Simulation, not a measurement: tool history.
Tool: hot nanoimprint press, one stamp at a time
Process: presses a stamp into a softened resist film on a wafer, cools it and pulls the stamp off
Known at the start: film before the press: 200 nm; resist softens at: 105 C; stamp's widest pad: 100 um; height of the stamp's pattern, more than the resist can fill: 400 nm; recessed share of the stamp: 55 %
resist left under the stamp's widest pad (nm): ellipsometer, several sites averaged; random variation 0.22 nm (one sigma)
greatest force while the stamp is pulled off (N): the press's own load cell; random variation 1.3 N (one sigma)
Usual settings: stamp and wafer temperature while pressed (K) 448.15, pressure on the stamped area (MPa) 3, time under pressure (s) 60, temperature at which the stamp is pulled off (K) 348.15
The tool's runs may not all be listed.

run	hour	stamp and wafer temperature while pressed (K)	pressure on the stamped area (MPa)	time under pressure (s)	temperature at which the stamp is pulled off (K)	resist left under the stamp's widest pad (nm)	greatest force while the stamp is pulled off (N)
1	0	448.15	3	60	348.15	118.5	140
2	11	448.15	3	60	348.15	118	140
3	24.5	439.15	3	60	348.15	159.3	138
4	38	448.15	3	60	352.15	118.3	132
5	46	448.15	3	60	352.15	118.4	132
6	54.6	448.15	3	60	352.15	119.1	131
7	66.1	448.15	3	72	348.15	111.6	139
8	81.3	448.15	3	60	348.15	118.6	139
9	97.6	456.15	3	60	348.15	84.5	143
10	112.3	456.15	3	114	348.15	64.1	141
11	125.7	456.15	3	114	348.15	64.2	140
12	136.6	448.15	3	60	348.15	119	141
# hour 149: stamp cleaned and given a new release coat
13	156	448.15	3	60	348.15	118.8	138
14	168.9	448.15	3	31	348.15	143.5	140
15	180.3	448.15	3	31	348.15	144.6	141
16	190.6	438.15	4.59	31	348.15	171	141
17	199	443.15	3.82	31	348.15	157.1	139
18	209.9	448.15	3	113	348.15	95.1	140
19	227.3	448.15	3	113	348.15	95.5	141
20	242.9	437.15	3.62	113	348.15	144.2	139
21	256.1	438.15	2.42	92	334.15	159.8	177
22	272.6	453.15	3	55	348.15	100.6	142
23	289.4	439.15	3	82	348.15	152.2	140
24	307.4	448.15	3	112	348.15	96.3	140
25	316	448.15	3	112	348.15	96.1	140
26	333.3	448.15	3	112	348.15	96.2	140
# hour 336.2: gauge calibrated
27	341.9	459.15	3.41	99	348.15	55.7	141
28	357.3	459.15	3.41	99	348.15	55.3	142
29	368.8	459.15	3.41	99	348.15	55.4	141

Measured less the same run without the tool's hidden state. The same run-to-run variation is in both; the gauge's scatter may not be:
The hidden state here: true temperature over the reading, C; pressure that arrives at the usual setting, %; grip of the stamp's worn release coat, % over a new coat's; drift of the gauge itself on residual_nm, %; drift of the gauge itself on pull_off_n, %.
run	resist left under the stamp's widest pad (nm)
1	+0
2	+0.1
3	+0.3
4	+0.3
5	+0.4
6	+0.4
7	+0.5
8	+0.6
9	+0.5
10	+0.4
11	+0.5
12	+1
13	+1.1
14	+1.4
15	+1.6
16	+2
17	+1.9
18	+1.2
19	+1.3
20	+2.1
21	+2.5
22	+1.6
23	+2.6
24	+1.8
25	+1.7
26	+1.9
27	+0
28	+0
29	+0.1
greatest force while the stamp is pulled off (N): within 1 of the measured result in every run.

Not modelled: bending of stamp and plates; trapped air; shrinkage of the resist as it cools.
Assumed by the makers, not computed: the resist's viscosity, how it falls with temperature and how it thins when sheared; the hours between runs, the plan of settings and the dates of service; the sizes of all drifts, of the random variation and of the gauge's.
